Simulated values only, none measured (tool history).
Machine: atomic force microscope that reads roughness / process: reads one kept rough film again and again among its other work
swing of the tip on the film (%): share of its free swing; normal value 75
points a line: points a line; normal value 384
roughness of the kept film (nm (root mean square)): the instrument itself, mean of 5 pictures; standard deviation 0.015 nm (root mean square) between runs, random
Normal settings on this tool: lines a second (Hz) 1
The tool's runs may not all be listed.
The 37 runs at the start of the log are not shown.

run     day  lines a second (Hz)  swing of the tip on the film (%)  points a line  pictures with this tip  hours of work since the height scale was calibrated  roughness of the kept film (nm (root mean square))
       52.8  -- new tip fitted
 38    53.6                 0.51                                65            415                      42                                                  281                                               3.601
 39  54.617                 0.51                                65            415                      95                                                  300                                               3.447
 40  55.388                 2.57                                75            266                     135                                                  314                                               2.785
 41  56.329                 3.14                                75            384                     184                                                  332                                               2.611
     56.654  -- new tip fitted
 42  58.125                 0.58                                63            408                      77                                                  365                                                3.52
 43  59.262                 1.62                                58            307                     136                                                  386                                               3.256
     60.583  -- new tip fitted
 44  60.829                 0.95                                75            662                      13                                                  415                                               3.539
 45  61.746                 2.05                                90            279                      61                                                  432                                               2.654
 46  62.717                 3.67                                82            833                     111                                                  451                                               2.425
 47   63.65                 0.65                                84            382                     160                                                  468                                                3.09
     64.446  -- new tip fitted
 48  64.821                 2.96                                61            384                      19                                                  490                                               3.387
 49   66.25                 2.96                                61            384                      93                                                  516                                               3.197
 50  67.342                 2.96                                61            384                     150                                                  537                                               3.076
     68.279  -- new tip fitted
 51  68.279                    1                                75            417                       0                                                  554                                               3.536
 52  69.596                 2.76                                75            723                      68                                                  579                                               2.935

Here are 3 independent what-if runs from the current tool condition. What would each one return?
  A  70.646                 1.28                                56            287                     123                                                  598                                                   ?
  B  70.646                 0.53                                84            434                     123                                                  598                                                   ?
  C  70.646                 3.91                                78            384                     123                                                  598                                                   ?

run  roughness of the kept film (nm (root mean square))
  A                                               3.335
  B                                               3.249
  C                                               2.458
What these runs would have given with no unlogged condition in the tool:
run  roughness of the kept film (nm (root mean square))
  A                                               3.696
  B                                                 3.6
  C                                               2.724
